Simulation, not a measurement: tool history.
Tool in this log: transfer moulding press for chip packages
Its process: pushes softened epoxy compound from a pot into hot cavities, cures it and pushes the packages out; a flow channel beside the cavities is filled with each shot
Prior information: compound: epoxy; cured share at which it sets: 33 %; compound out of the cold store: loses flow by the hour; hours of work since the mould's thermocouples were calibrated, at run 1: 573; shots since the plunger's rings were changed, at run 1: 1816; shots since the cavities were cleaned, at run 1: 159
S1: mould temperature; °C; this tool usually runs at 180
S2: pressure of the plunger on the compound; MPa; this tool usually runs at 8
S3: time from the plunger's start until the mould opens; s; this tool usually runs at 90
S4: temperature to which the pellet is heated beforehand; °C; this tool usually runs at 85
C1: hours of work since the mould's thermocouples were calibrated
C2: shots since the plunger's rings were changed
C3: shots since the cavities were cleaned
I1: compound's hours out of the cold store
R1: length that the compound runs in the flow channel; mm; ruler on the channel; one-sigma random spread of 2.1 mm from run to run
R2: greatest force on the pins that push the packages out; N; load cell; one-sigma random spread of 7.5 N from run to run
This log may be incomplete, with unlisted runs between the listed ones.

run 1 hour=0 | S1=180 S2=8 S3=90 S4=85 | C1=573 C2=1816 C3=159 | I1=9.4 | R1=971 R2=431
run 2 hour=9.6 | S1=180 S2=8 S3=95 S4=85 | C1=580 C2=1964 C3=307 | I1=16.2 | R1=947 R2=394
run 3 hour=18 | S1=180 S2=8 S3=95 S4=85 | C1=587 C2=2093 C3=436 | I1=34.3 | R1=895 R2=386
-- hour=23.2 cavities cleaned with cleaning compound and waxed
run 4 hour=34.9 | S1=180 S2=6.42 S3=90 S4=85 | C1=599 C2=2330 C3=179 | I1=47.6 | R1=769 R2=401
-- hour=57.2 plunger's sealing rings changed
-- hour=58.7 cavities cleaned with cleaning compound and waxed
run 5 hour=58.7 | S1=180 S2=8 S3=90 S4=85 | C1=614 C2=0 C3=0 | I1=33.4 | R1=901 R2=409
-- hour=63.4 mould's thermocouples calibrated
run 6 hour=76.7 | S1=180 S2=8 S3=90 S4=85 | C1=10 C2=247 C3=247 | I1=10.8 | R1=967 R2=408
run 7 hour=87.3 | S1=177 S2=8 S3=90 S4=85 | C1=19 C2=411 C3=411 | I1=20.5 | R1=951 R2=495
-- hour=94.4 cavities cleaned with cleaning compound and waxed
run 8 hour=105.7 | S1=177 S2=8 S3=90 S4=85 | C1=32 C2=670 C3=174 | I1=46.1 | R1=880 R2=477
run 9 hour=122.2 | S1=180 S2=8 S3=104 S4=85 | C1=45 C2=925 C3=429 | I1=31.2 | R1=909 R2=374
-- hour=126.8 cavities cleaned with cleaning compound and waxed
run 10 hour=144 | S1=180 S2=8 S3=104 S4=85 | C1=61 C2=1237 C3=265 | I1=9.1 | R1=969 R2=358
-- hour=159.7 cavities cleaned with cleaning compound and waxed
run 11 hour=165.4 | S1=180 S2=8 S3=104 S4=85 | C1=76 C2=1543 C3=87 | I1=26.9 | R1=921 R2=351
run 12 hour=185.4 | S1=180 S2=8 S3=90 S4=84 | C1=92 C2=1851 C3=395 | I1=34.1 | R1=896 R2=414
-- hour=192.5 cavities cleaned with cleaning compound and waxed
run 13 hour=196.8 | S1=173 S2=8.72 S3=73 S4=95 | C1=100 C2=2004 C3=66 | I1=9.2 | R1=1047 R2=1055
run 14 hour=207.4 | S1=179 S2=7.38 S3=90 S4=85 | C1=108 C2=2166 C3=228 | I1=43.3 | R1=843 R2=432
-- hour=225.3 cavities cleaned with cleaning compound and waxed
run 15 hour=225.3 | S1=179 S2=7.38 S3=90 S4=85 | C1=121 C2=2419 C3=0 | I1=40.3 | R1=853 R2=425
-- hour=241.7 plunger's sealing rings changed
run 16 hour=242.9 | S1=180 S2=6.84 S3=90 S4=85 | C1=133 C2=18 C3=232 | I1=32.6 | R1=835 R2=418
-- hour=260.4 cavities cleaned with cleaning compound and waxed
run 17 hour=260.4 | S1=185 S2=9.14 S3=121 S4=85 | C1=146 C2=265 C3=0 | I1=19.9 | R1=980 R2=340
run 18 hour=273.5 | S1=180 S2=8 S3=90 S4=90 | C1=156 C2=467 C3=202 | I1=37.2 | R1=892 R2=411
run 19 hour=290.4 | S1=180 S2=8 S3=90 S4=90 | C1=169 C2=728 C3=463 | I1=33.7 | R1=896 R2=413
-- hour=293.3 cavities cleaned with cleaning compound and waxed
run 20 hour=310.9 | S1=187 S2=6.76 S3=90 S4=87 | C1=184 C2=1020 C3=271 | I1=37.5 | R1=788 R2=338
-- hour=326.8 cavities cleaned with cleaning compound and waxed
run 21 hour=331.5 | S1=182 S2=8 S3=83 S4=92 | C1=199 C2=1313 C3=72 | I1=48 | R1=850 R2=391
run 22 hour=343.4 | S1=180 S2=8.69 S3=109 S4=85 | C1=208 C2=1498 C3=257 | I1=8.8 | R1=1010 R2=363
-- hour=359.2 cavities cleaned with cleaning compound and waxed
run 23 hour=360.7 | S1=180 S2=8.69 S3=109 S4=85 | C1=221 C2=1740 C3=23 | I1=41.1 | R1=915 R2=352
run 24 hour=377.6 | S1=180 S2=8.69 S3=109 S4=85 | C1=234 C2=2001 C3=284 | I1=29.4 | R1=951 R2=358

Each row is a separate what-if for the run after 24, all from the same tool condition, not one after another. Results?
-- hour=392.8 cavities cleaned with cleaning compound and waxed
run A hour=392.8 | S1=180 S2=8 S3=92 S4=94 | C1=245 C2=2211 C3=0 | I1=14.4 | R1=? R2=?
-- hour=392.8 cavities cleaned with cleaning compound and waxed
run B hour=392.8 | S1=180 S2=8.69 S3=98 S4=85 | C1=245 C2=2211 C3=0 | I1=33.7 | R1=? R2=?
-- hour=392.8 cavities cleaned with cleaning compound and waxed
run C hour=392.8 | S1=183 S2=8 S3=90 S4=85 | C1=245 C2=2211 C3=0 | I1=11 | R1=? R2=?
-- hour=392.8 cavities cleaned with cleaning compound and waxed
run D hour=392.8 | S1=180 S2=8.24 S3=107 S4=85 | C1=245 C2=2211 C3=0 | I1=41.1 | R1=? R2=?
-- hour=392.8 cavities cleaned with cleaning compound and waxed
run E hour=392.8 | S1=180 S2=6.57 S3=90 S4=85 | C1=245 C2=2211 C3=0 | I1=16.6 | R1=? R2=?

run=A R1=955 R2=402
run=B R1=936 R2=371
run=C R1=953 R2=382
run=D R1=891 R2=349
run=E R1=856 R2=421
What these runs would have given with no unlogged condition in the tool:
run=A R1=957 R2=401
run=B R1=938 R2=371
run=C R1=954 R2=382
run=D R1=892 R2=349
run=E R1=857 R2=421

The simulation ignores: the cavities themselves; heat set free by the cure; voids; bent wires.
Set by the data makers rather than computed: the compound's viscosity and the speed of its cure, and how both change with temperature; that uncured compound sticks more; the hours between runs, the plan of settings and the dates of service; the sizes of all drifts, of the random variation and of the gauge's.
